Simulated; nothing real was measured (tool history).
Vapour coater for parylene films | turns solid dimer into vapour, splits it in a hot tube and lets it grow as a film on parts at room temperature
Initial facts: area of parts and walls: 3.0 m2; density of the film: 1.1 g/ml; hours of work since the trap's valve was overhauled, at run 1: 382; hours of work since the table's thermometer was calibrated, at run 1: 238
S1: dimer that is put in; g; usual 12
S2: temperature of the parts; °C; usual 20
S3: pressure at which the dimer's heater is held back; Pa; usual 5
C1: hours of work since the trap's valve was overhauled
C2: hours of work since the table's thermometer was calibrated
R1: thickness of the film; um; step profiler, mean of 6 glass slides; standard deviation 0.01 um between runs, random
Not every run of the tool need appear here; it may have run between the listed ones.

{"run": 1, "hour": 0.0, "S1": 12, "S2": 20, "S3": 5, "C1": 382, "C2": 238, "R1": 1.57}
{"hour": 11.9, "done": "trap's valve overhauled"}
{"run": 2, "hour": 26.4, "S1": 12, "S2": 17, "S3": 5, "C1": 12, "C2": 257, "R1": 1.68}
{"run": 3, "hour": 51.3, "S1": 18, "S2": 20, "S3": 5, "C1": 33, "C2": 277, "R1": 2.3}
{"run": 4, "hour": 64.2, "S1": 18, "S2": 20, "S3": 5, "C1": 43, "C2": 288, "R1": 2.29}
{"run": 5, "hour": 90.4, "S1": 18, "S2": 20, "S3": 5, "C1": 65, "C2": 309, "R1": 2.28}
{"hour": 106.4, "done": "trap's valve overhauled, once more"}
{"run": 6, "hour": 117.1, "S1": 12, "S2": 13, "S3": 5, "C1": 9, "C2": 328, "R1": 2.06}
{"run": 7, "hour": 138.8, "S1": 12, "S2": 13, "S3": 5, "C1": 27, "C2": 346, "R1": 2.04}
{"run": 8, "hour": 152.6, "S1": 12, "S2": 13, "S3": 5, "C1": 38, "C2": 357, "R1": 2.03}
{"run": 9, "hour": 163.6, "S1": 12, "S2": 20, "S3": 5, "C1": 47, "C2": 366, "R1": 1.63}
{"run": 10, "hour": 184.1, "S1": 12, "S2": 20, "S3": 5, "C1": 64, "C2": 383, "R1": 1.61}
{"run": 11, "hour": 209.1, "S1": 12, "S2": 15, "S3": 5, "C1": 85, "C2": 404, "R1": 1.89}
{"run": 12, "hour": 224.5, "S1": 17, "S2": 18, "S3": 5, "C1": 97, "C2": 417, "R1": 2.45}

Run 13 comes next. What will it give?
{"run": 13, "hour": 235.3, "S1": 17, "S2": 18, "S3": 5, "C1": 106, "C2": 426, "R1": "?"}

Run 13 came out at R1 2.43 um.
Had the tool carried no hidden state, the very same run would have given R1 2.51 um.

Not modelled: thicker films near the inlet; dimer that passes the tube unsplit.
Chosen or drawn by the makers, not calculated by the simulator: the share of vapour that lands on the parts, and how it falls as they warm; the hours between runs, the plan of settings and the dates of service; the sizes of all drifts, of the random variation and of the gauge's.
